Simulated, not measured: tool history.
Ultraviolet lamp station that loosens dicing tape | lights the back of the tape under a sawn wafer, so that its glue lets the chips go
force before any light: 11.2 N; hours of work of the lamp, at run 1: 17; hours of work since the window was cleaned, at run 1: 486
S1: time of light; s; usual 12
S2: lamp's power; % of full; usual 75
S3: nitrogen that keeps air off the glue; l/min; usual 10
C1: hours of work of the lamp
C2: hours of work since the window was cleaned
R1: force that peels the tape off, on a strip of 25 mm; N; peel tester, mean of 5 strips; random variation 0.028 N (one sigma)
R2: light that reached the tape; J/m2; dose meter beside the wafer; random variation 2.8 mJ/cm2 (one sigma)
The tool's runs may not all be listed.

| run | hour | S1 | S2 | S3 | C1 | C2 | R1 | R2 |
|---|---|---|---|---|---|---|---|---|
| 1 | 0 | 12 | 75 | 10 | 17 | 486 | 1.789 | 3440 |
| 2 | 9.6 | 12 | 84 | 10 | 21 | 490 | 1.44 | 3820 |
|  | 16.3 | window cleaned of glue's vapour |
| 3 | 23.7 | 17 | 75 | 10 | 26 | 3 | 0.647 | 5430 |
| 4 | 39 | 17 | 75 | 10 | 32 | 9 | 0.663 | 5330 |
| 5 | 51.1 | 12 | 75 | 10 | 37 | 14 | 1.451 | 3800 |
| 6 | 61.3 | 12 | 75 | 10 | 41 | 18 | 1.498 | 3770 |
| 7 | 77 | 12 | 75 | 10 | 48 | 25 | 1.481 | 3800 |
| 8 | 86.5 | 12 | 75 | 10 | 51 | 28 | 1.532 | 3800 |
| 9 | 98.5 | 12 | 75 | 17 | 56 | 33 | 1.043 | 3800 |
| 10 | 105.7 | 12 | 75 | 10 | 59 | 36 | 1.437 | 3760 |
| 11 | 120.3 | 12 | 75 | 10 | 65 | 42 | 1.487 | 3680 |
| 12 | 129 | 12 | 75 | 6 | 69 | 46 | 2.099 | 3710 |
| 13 | 144 | 12 | 75 | 6 | 75 | 52 | 2.146 | 3710 |
| 14 | 159.6 | 9 | 75 | 10 | 81 | 58 | 2.441 | 2780 |
| 15 | 174.4 | 9 | 75 | 10 | 87 | 64 | 2.412 | 2760 |
| 16 | 183.2 | 12 | 66 | 10 | 91 | 68 | 1.978 | 3220 |
| 17 | 197 | 12 | 75 | 10 | 96 | 73 | 1.54 | 3610 |
| 18 | 204.7 | 12 | 75 | 10 | 99 | 76 | 1.585 | 3660 |
| 19 | 213 | 7 | 60 | 4 | 103 | 80 | 5.775 | 1710 |
| 20 | 219.5 | 7 | 60 | 4 | 105 | 82 | 5.853 | 1710 |
| 21 | 228.8 | 11 | 83 | 4 | 109 | 86 | 2.837 | 3730 |
| 22 | 235.4 | 11 | 83 | 4 | 112 | 89 | 2.743 | 3670 |
| 23 | 245.9 | 14 | 93 | 6 | 116 | 93 | 1.1 | 5270 |
| 24 | 260.2 | 14 | 93 | 6 | 122 | 99 | 1.109 | 5240 |
| 25 | 269.4 | 10 | 67 | 6 | 126 | 102 | 3.209 | 2700 |
| 26 | 284.2 | 13 | 67 | 4 | 132 | 108 | 2.964 | 3520 |
| 27 | 295.4 | 13 | 67 | 4 | 136 | 113 | 3.078 | 3490 |
| 28 | 304.4 | 7 | 79 | 9 | 140 | 117 | 3.474 | 2220 |
| 29 | 312.7 | 7 | 67 | 5 | 143 | 120 | 5.134 | 1860 |
| 30 | 319.5 | 7 | 67 | 5 | 146 | 123 | 4.937 | 1860 |
| 31 | 331.4 | 13 | 68 | 5 | 151 | 128 | 2.683 | 3480 |
| 32 | 342.7 | 9 | 97 | 10 | 155 | 132 | 1.71 | 3440 |
| 33 | 354.7 | 9 | 97 | 10 | 160 | 137 | 1.721 | 3390 |
| 34 | 366.8 | 9 | 97 | 10 | 165 | 142 | 1.811 | 3430 |
| 35 | 378.5 | 7 | 88 | 19 | 170 | 147 | 2.263 | 2400 |

The same runs without the tool's hidden state, with the same run-to-run variation:
The hidden state here: lamp's light, % of a new lamp's; light that the window lets through, % of a clean one's; drift of the gauge itself on peel_n, %; drift of the gauge itself on dose_mj_cm2, %.
| run | R1 | R2 |
|---|---|---|
| 1 | 1.425 | 3890 |
| 2 | 1.12 | 4320 |
| 3 | 0.619 | 5530 |
| 4 | 0.63 | 5440 |
| 5 | 1.386 | 3890 |
| 6 | 1.425 | 3870 |
| 7 | 1.4 | 3910 |
| 8 | 1.444 | 3920 |
| 9 | 0.97 | 3930 |
| 10 | 1.343 | 3890 |
| 11 | 1.383 | 3820 |
| 12 | 1.969 | 3860 |
| 13 | 2.002 | 3880 |
| 14 | 2.279 | 2910 |
| 15 | 2.242 | 2900 |
| 16 | 1.813 | 3380 |
| 17 | 1.391 | 3810 |
| 18 | 1.427 | 3870 |
| 19 | 5.558 | 1810 |
| 20 | 5.629 | 1810 |
| 21 | 2.607 | 3960 |
| 22 | 2.515 | 3910 |
| 23 | 0.958 | 5620 |
| 24 | 0.961 | 5600 |
| 25 | 2.95 | 2890 |
| 26 | 2.693 | 3780 |
| 27 | 2.787 | 3760 |
| 28 | 3.176 | 2390 |
| 29 | 4.823 | 2010 |
| 30 | 4.632 | 2020 |
| 31 | 2.38 | 3780 |
| 32 | 1.467 | 3740 |
| 33 | 1.467 | 3700 |
| 34 | 1.537 | 3740 |
| 35 | 1.95 | 2630 |
